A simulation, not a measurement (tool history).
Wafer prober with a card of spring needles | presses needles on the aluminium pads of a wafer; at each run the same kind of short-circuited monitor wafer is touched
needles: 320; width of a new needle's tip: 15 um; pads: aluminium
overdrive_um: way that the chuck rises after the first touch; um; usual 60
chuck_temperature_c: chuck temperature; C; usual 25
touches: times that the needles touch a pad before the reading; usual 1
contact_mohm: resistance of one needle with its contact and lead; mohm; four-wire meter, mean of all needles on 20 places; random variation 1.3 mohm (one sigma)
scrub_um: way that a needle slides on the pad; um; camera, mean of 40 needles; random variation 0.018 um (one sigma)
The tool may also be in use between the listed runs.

run	hour	overdrive_um	chuck_temperature_c	touches	contact_mohm	scrub_um
1	0.0	60	25	1	123	14.16
# hour 11.1: height of the first contact set anew
2	23.4	60	25	1	213	14.12
# hour 28.3: tips cleaned on abrasive film
3	46.9	60	25	1	202	14.15
# hour 58.0: tips cleaned on abrasive film
4	66.5	60	25	1	167	14.13
# hour 86.4: tips cleaned on abrasive film
5	86.7	60	25	1	115	14.10
# hour 115.2: tips cleaned on abrasive film
6	120.9	60	25	1	152	14.09
# hour 145.7: tips cleaned on abrasive film
7	146.1	60	25	1	125	14.08
# hour 159.2: height of the first contact set anew, once more
8	171.0	60	25	1	213	14.23
# hour 174.5: tips cleaned on abrasive film
# hour 203.1: tips cleaned on abrasive film
9	203.1	60	25	1	118	14.26
10	223.1	60	25	1	204	14.27
# hour 233.1: tips cleaned on abrasive film
11	251.1	60	25	1	199	14.26
# hour 262.6: tips cleaned on abrasive film
12	270.6	60	25	1	161	14.25
# hour 291.4: tips cleaned on abrasive film
13	302.8	60	25	1	179	14.22
# hour 321.8: tips cleaned on abrasive film
14	336.7	60	25	3	140	14.20
# hour 352.1: tips cleaned on abrasive film
15	365.3	60	25	3	139	14.19
# hour 380.8: tips cleaned on abrasive film
16	385.5	60	25	1	148	14.18
17	401.3	60	25	1	204	14.18
# hour 410.5: tips cleaned on abrasive film
18	418.1	69	25	1	151	16.35
# hour 440.2: tips cleaned on abrasive film
19	452.8	57	60	1	194	13.48
# hour 468.0: tips cleaned on abrasive film
20	487.0	42	65	2	216	9.90
# hour 496.4: tips cleaned on abrasive film
# hour 514.3: height of the first contact set anew
21	514.8	50	109	1	229	11.87
# hour 525.6: tips cleaned on abrasive film
22	540.1	50	109	1	220	11.89
# hour 554.6: tips cleaned on abrasive film
23	571.5	70	69	1	181	16.64
# hour 583.2: tips cleaned on abrasive film
24	609.1	70	69	2	165	16.58
# hour 612.0: tips cleaned on abrasive film
# hour 641.9: tips cleaned on abrasive film
25	643.1	48	41	1	141	11.34
26	664.9	53	49	1	242	12.54
# hour 672.2: tips cleaned on abrasive film
27	695.6	60	27	2	170	14.18
# hour 701.0: tips cleaned on abrasive film
28	723.5	53	25	2	187	12.52
# hour 730.2: tips cleaned on abrasive film
29	744.4	48	30	2	181	11.34
# hour 758.5: tips cleaned on abrasive film
30	765.4	48	30	2	155	11.32
# hour 787.4: tips cleaned on abrasive film
31	787.4	48	30	2	126	11.31
32	809.1	60	74	2	170	14.14
# hour 815.2: tips cleaned on abrasive film
33	841.3	60	74	2	181	14.17

Forecast each of these 3 alternatives for the next run:
# hour 844.2: tips cleaned on abrasive film
A	862.2	63	35	1	?	?
# hour 844.2: tips cleaned on abrasive film
B	862.2	54	118	2	?	?
# hour 844.2: tips cleaned on abrasive film
C	862.2	60	25	3	?	?

run	contact_mohm	scrub_um
A	200	14.85
B	183	12.70
C	144	14.09
Without the tool's hidden state the same runs would have given:
run	contact_mohm	scrub_um
A	114	14.97
B	126	12.82
C	110	14.21
